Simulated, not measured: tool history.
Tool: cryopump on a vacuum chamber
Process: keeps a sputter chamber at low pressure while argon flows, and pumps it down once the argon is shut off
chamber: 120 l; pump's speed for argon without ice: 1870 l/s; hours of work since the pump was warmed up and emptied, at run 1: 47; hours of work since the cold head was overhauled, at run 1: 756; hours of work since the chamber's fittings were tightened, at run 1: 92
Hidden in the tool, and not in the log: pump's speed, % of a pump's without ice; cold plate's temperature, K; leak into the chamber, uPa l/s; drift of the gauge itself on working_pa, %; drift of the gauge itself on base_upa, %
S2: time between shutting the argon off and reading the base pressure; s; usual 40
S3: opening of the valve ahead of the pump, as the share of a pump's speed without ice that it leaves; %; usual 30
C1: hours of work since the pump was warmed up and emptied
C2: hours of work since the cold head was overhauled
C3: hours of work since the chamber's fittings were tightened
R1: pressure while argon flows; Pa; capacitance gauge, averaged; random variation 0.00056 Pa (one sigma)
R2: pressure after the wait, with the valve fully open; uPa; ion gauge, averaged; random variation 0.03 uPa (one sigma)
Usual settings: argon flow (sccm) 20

{"run": 1, "hour": 0.0, "argon flow (sccm)": 20, "S2": 40, "S3": 30, "C1": 47, "C2": 756, "C3": 92, "R1": 0.0607, "R2": 1.62}
{"run": 2, "hour": 21.4, "argon flow (sccm)": 20, "S2": 40, "S3": 30, "C1": 66, "C2": 775, "C3": 111, "R1": 0.0596, "R2": 1.6}
{"run": 3, "hour": 36.3, "argon flow (sccm)": 20, "S2": 40, "S3": 30, "C1": 80, "C2": 788, "C3": 124, "R1": 0.0605, "R2": 1.7}
{"run": 4, "hour": 50.7, "argon flow (sccm)": 20, "S2": 77, "S3": 30, "C1": 93, "C2": 801, "C3": 137, "R1": 0.0614, "R2": 1.06}
{"run": 5, "hour": 76.6, "argon flow (sccm)": 20, "S2": 40, "S3": 30, "C1": 116, "C2": 824, "C3": 160, "R1": 0.0615, "R2": 1.77}
{"run": 6, "hour": 95.0, "argon flow (sccm)": 20, "S2": 40, "S3": 30, "C1": 132, "C2": 840, "C3": 177, "R1": 0.0623, "R2": 1.8}
{"run": 7, "hour": 108.4, "argon flow (sccm)": 20, "S2": 40, "S3": 30, "C1": 144, "C2": 852, "C3": 189, "R1": 0.0621, "R2": 1.75}
{"run": 8, "hour": 128.9, "argon flow (sccm)": 20, "S2": 40, "S3": 30, "C1": 162, "C2": 870, "C3": 207, "R1": 0.062, "R2": 1.85}
{"run": 9, "hour": 147.4, "argon flow (sccm)": 20, "S2": 40, "S3": 30, "C1": 179, "C2": 887, "C3": 223, "R1": 0.0633, "R2": 1.81}
{"run": 10, "hour": 172.7, "argon flow (sccm)": 20, "S2": 40, "S3": 30, "C1": 201, "C2": 909, "C3": 246, "R1": 0.0629, "R2": 1.86}
{"run": 11, "hour": 190.8, "argon flow (sccm)": 20, "S2": 40, "S3": 30, "C1": 217, "C2": 926, "C3": 262, "R1": 0.0629, "R2": 1.87}
{"run": 12, "hour": 209.8, "argon flow (sccm)": 20, "S2": 40, "S3": 30, "C1": 234, "C2": 942, "C3": 279, "R1": 0.063, "R2": 1.88}
{"run": 13, "hour": 232.8, "argon flow (sccm)": 20, "S2": 40, "S3": 30, "C1": 255, "C2": 963, "C3": 300, "R1": 0.0641, "R2": 1.92}
{"run": 14, "hour": 247.3, "argon flow (sccm)": 20, "S2": 40, "S3": 30, "C1": 268, "C2": 976, "C3": 312, "R1": 0.0643, "R2": 2.02}
{"run": 15, "hour": 275.2, "argon flow (sccm)": 20, "S2": 40, "S3": 30, "C1": 293, "C2": 1001, "C3": 337, "R1": 0.065, "R2": 2.08}
{"run": 16, "hour": 300.7, "argon flow (sccm)": 20, "S2": 238, "S3": 30, "C1": 315, "C2": 1023, "C3": 360, "R1": 0.0656, "R2": 1.03}
{"hour": 328.4, "done": "pump warmed up, emptied and cooled again"}
{"run": 17, "hour": 329.0, "argon flow (sccm)": 20, "S2": 238, "S3": 30, "C1": 1, "C2": 1044, "C3": 381, "R1": 0.0602, "R2": 0.91}
{"run": 18, "hour": 343.1, "argon flow (sccm)": 16, "S2": 56, "S3": 30, "C1": 13, "C2": 1057, "C3": 393, "R1": 0.0496, "R2": 1.63}
{"run": 19, "hour": 360.0, "argon flow (sccm)": 20, "S2": 39, "S3": 29, "C1": 28, "C2": 1072, "C3": 408, "R1": 0.0634, "R2": 2.02}
{"run": 20, "hour": 387.2, "argon flow (sccm)": 11, "S2": 227, "S3": 22, "C1": 52, "C2": 1096, "C3": 433, "R1": 0.0457, "R2": 0.99}
{"run": 21, "hour": 410.4, "argon flow (sccm)": 11, "S2": 227, "S3": 22, "C1": 73, "C2": 1117, "C3": 453, "R1": 0.0457, "R2": 1.06}
{"run": 22, "hour": 435.2, "argon flow (sccm)": 11, "S2": 227, "S3": 22, "C1": 95, "C2": 1139, "C3": 475, "R1": 0.0463, "R2": 1.11}
{"run": 23, "hour": 448.7, "argon flow (sccm)": 11, "S2": 227, "S3": 22, "C1": 107, "C2": 1151, "C3": 487, "R1": 0.046, "R2": 1.06}
{"run": 24, "hour": 472.9, "argon flow (sccm)": 14, "S2": 26, "S3": 30, "C1": 129, "C2": 1172, "C3": 509, "R1": 0.0429, "R2": 2.92}
{"run": 25, "hour": 487.3, "argon flow (sccm)": 9, "S2": 142, "S3": 30, "C1": 142, "C2": 1185, "C3": 522, "R1": 0.0273, "R2": 1.31}
{"run": 26, "hour": 513.7, "argon flow (sccm)": 22, "S2": 73, "S3": 16, "C1": 165, "C2": 1209, "C3": 545, "R1": 0.1251, "R2": 1.71}
{"run": 27, "hour": 539.2, "argon flow (sccm)": 38, "S2": 40, "S3": 24, "C1": 188, "C2": 1231, "C3": 568, "R1": 0.1491, "R2": 2.35}
{"run": 28, "hour": 553.6, "argon flow (sccm)": 17, "S2": 102, "S3": 24, "C1": 201, "C2": 1244, "C3": 581, "R1": 0.0661, "R2": 1.56}
{"run": 29, "hour": 580.4, "argon flow (sccm)": 17, "S2": 102, "S3": 24, "C1": 224, "C2": 1268, "C3": 605, "R1": 0.0676, "R2": 1.65}
{"run": 30, "hour": 604.8, "argon flow (sccm)": 20, "S2": 243, "S3": 30, "C1": 246, "C2": 1290, "C3": 626, "R1": 0.0631, "R2": 1.4}
{"run": 31, "hour": 621.6, "argon flow (sccm)": 20, "S2": 40, "S3": 20, "C1": 261, "C2": 1305, "C3": 641, "R1": 0.0937, "R2": 2.51}
{"run": 32, "hour": 638.9, "argon flow (sccm)": 14, "S2": 34, "S3": 37, "C1": 277, "C2": 1320, "C3": 657, "R1": 0.0374, "R2": 2.73}
{"run": 33, "hour": 661.1, "argon flow (sccm)": 20, "S2": 40, "S3": 20, "C1": 296, "C2": 1340, "C3": 677, "R1": 0.0939, "R2": 2.59}
{"run": 34, "hour": 686.5, "argon flow (sccm)": 38, "S2": 117, "S3": 51, "C1": 319, "C2": 1363, "C3": 699, "R1": 0.0754, "R2": 1.78}

How the hidden state differs across the entries between the runs, from the last listed run before each to the first after it:
Between runs 16 and 17: pump warmed up, emptied and cooled again (hour 328.4)
  pump's speed, % of a pump's without ice: 81.7 -> 99.6; cold plate's temperature, K: 12.68 -> 12.69; leak into the chamber, uPa l/s: 1208 -> 1253
  measured less the result without the state, R1: +0.0044 -> +0.0003 Pa; R2: +0.65 -> +0.52 uPa
